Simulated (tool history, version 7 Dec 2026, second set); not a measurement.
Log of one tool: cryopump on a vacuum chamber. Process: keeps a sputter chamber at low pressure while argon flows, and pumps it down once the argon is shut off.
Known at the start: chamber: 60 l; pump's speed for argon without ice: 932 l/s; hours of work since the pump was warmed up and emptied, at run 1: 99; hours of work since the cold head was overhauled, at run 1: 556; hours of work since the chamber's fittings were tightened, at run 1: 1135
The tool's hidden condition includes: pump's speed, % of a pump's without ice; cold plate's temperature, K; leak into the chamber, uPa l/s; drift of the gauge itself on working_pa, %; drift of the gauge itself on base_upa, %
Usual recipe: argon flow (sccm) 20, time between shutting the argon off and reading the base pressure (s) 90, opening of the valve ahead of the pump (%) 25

run	hour	argon flow (sccm)	time between shutting the argon off and reading the base pressure (s)	opening of the valve ahead of the pump (%)	hours of work since the pump was warmed up and emptied	hours of work since the cold head was overhauled	hours of work since the chamber's fittings were tightened	pressure while argon flows (Pa)	pressure after the wait (uPa)
1	0	20	90	25	99	556	1135	0.1473	2.21
2	35.5	20	90	25	119	576	1156	0.1467	2.26
3	52.2	20	90	25	128	586	1165	0.1474	2.28
4	87.9	20	90	25	149	606	1185	0.1469	2.28
5	116.5	20	90	25	165	622	1202	0.1478	2.26
6	134.5	20	90	25	175	632	1212	0.1479	2.31
7	161.6	27	90	43	190	648	1227	0.118	2.36
8	195	10	38	50	209	667	1246	0.0377	3.96

Predict the results of run 9:
9	223.6	20	90	25	226	683	1262	?	?

pressure while argon flows (Pa): 0.1488
pressure after the wait (uPa): 2.4
Were there no unlogged condition in the tool, this run, its random variation unchanged, would have produced pressure while argon flows (Pa) 0.1451, pressure after the wait (uPa) 1.51.
